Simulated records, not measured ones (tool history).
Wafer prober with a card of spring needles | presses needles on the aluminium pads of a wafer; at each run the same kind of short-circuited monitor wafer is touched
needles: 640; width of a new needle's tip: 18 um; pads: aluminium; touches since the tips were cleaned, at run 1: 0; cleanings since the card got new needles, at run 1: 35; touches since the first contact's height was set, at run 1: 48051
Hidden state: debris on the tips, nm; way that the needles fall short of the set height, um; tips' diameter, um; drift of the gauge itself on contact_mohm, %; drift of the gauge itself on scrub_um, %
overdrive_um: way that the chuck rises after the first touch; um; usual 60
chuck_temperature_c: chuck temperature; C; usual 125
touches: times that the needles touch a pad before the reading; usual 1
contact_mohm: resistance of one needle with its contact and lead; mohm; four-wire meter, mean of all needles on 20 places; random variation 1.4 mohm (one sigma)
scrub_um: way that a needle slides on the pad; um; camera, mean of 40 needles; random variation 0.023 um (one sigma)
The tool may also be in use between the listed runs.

run,hour,overdrive_um,chuck_temperature_c,touches,touches since the tips were cleaned,cleanings since the card got new needles,touches since the first contact's height was set,contact_mohm,scrub_um
1,0.0,60,125,1,0,35,48051,122,15.33
# hour 33.5: tips cleaned on abrasive film
2,33.5,60,125,1,0,36,53225,119,15.34
# hour 67.2: tips cleaned on abrasive film
3,76.7,77,125,1,1472,37,59891,124,19.68
# hour 100.4: tips cleaned on abrasive film
4,113.2,77,125,1,1976,38,65516,124,19.68
# hour 134.0: tips cleaned on abrasive film
5,150.8,77,125,1,2589,39,71317,126,19.67
# hour 166.4: tips cleaned on abrasive film
# hour 183.8: height of the first contact set anew
6,191.3,77,125,1,3812,40,1167,129,19.85
# hour 199.9: tips cleaned on abrasive film
7,214.0,77,125,1,2186,41,4662,124,19.86
# hour 232.5: tips cleaned on abrasive film
8,249.6,77,125,1,2650,42,10158,127,19.86
# hour 265.6: tips cleaned on abrasive film
9,277.6,60,125,1,1861,43,14472,135,15.40
# hour 300.0: tips cleaned on abrasive film
10,313.0,60,32,1,2005,44,19935,125,15.38
# hour 334.7: tips cleaned on abrasive film
11,356.2,60,32,1,3338,45,26611,135,15.40
# hour 369.8: tips cleaned on abrasive film
12,392.3,60,32,1,3479,46,32174,134,15.42
# hour 402.4: tips cleaned on abrasive film
13,423.1,60,32,1,3201,47,36917,136,15.38
# hour 437.0: tips cleaned on abrasive film
14,444.0,60,32,1,1087,48,40140,116,15.36
15,462.5,60,32,1,3954,48,43007,137,15.35
# hour 471.3: tips cleaned on abrasive film
16,481.9,60,32,1,1629,49,45986,121,15.32
# hour 505.5: tips cleaned on abrasive film
17,506.1,76,34,1,101,50,49725,105,19.44
18,527.2,76,34,1,3361,50,52985,122,19.41
# hour 539.3: tips cleaned on abrasive film
19,549.6,76,34,1,1603,51,56443,116,19.43
20,568.0,79,43,1,4447,51,59287,123,20.24
# hour 572.4: tips cleaned on abrasive film
21,600.4,41,125,2,4332,52,64278,157,10.36
# hour 607.1: tips cleaned on abrasive film
22,625.0,71,50,2,2769,53,68070,117,18.08
# hour 641.0: tips cleaned on abrasive film
23,644.4,43,125,2,529,54,71059,129,10.90
# hour 674.3: tips cleaned on abrasive film
# hour 680.0: height of the first contact set anew
24,680.0,60,92,2,842,55,0,119,15.50
# hour 707.7: tips cleaned on abrasive film
25,719.5,51,105,1,1827,56,6102,137,13.15
# hour 741.1: tips cleaned on abrasive film
26,759.2,44,89,1,2802,57,12225,156,11.36
# hour 774.5: tips cleaned on abrasive film
27,786.9,62,85,1,1919,58,16497,131,15.95
# hour 807.4: tips cleaned on abrasive film
28,822.5,57,37,1,2341,59,21990,132,14.70
# hour 841.7: tips cleaned on abrasive film
29,841.7,80,60,2,0,60,24943,109,20.60
30,859.6,72,119,2,2767,60,27710,127,18.49
# hour 875.8: tips cleaned on abrasive film
31,891.8,72,119,2,2472,61,32683,124,18.52
# hour 910.9: tips cleaned on abrasive film
32,923.8,46,92,2,1996,62,37617,134,11.74

Some steps in contact_mohm between neighbouring runs. How much of each would the tool show without its hidden state too (settings, what came in, random variation), and how much is left for the hidden state, with any gauge scatter that isn't in both results?
Run 20 -> 21: overdrive_um 79 -> 41, chuck_temperature_c 43 -> 125, touches 1 -> 2, tips cleaned on abrasive film. contact_mohm +34 mohm: hidden state +13, all else +21.
Run 21 -> 22: overdrive_um 41 -> 71, chuck_temperature_c 125 -> 50, tips cleaned on abrasive film. contact_mohm -40 mohm: hidden state -22, all else -18.
Run 26 -> 27: overdrive_um 44 -> 62, chuck_temperature_c 89 -> 85, tips cleaned on abrasive film. contact_mohm -25 mohm: hidden state -21, all else -4.
Run 28 -> 29: overdrive_um 57 -> 80, chuck_temperature_c 37 -> 60, touches 1 -> 2, tips cleaned on abrasive film. contact_mohm -23 mohm: hidden state -24, all else +1.
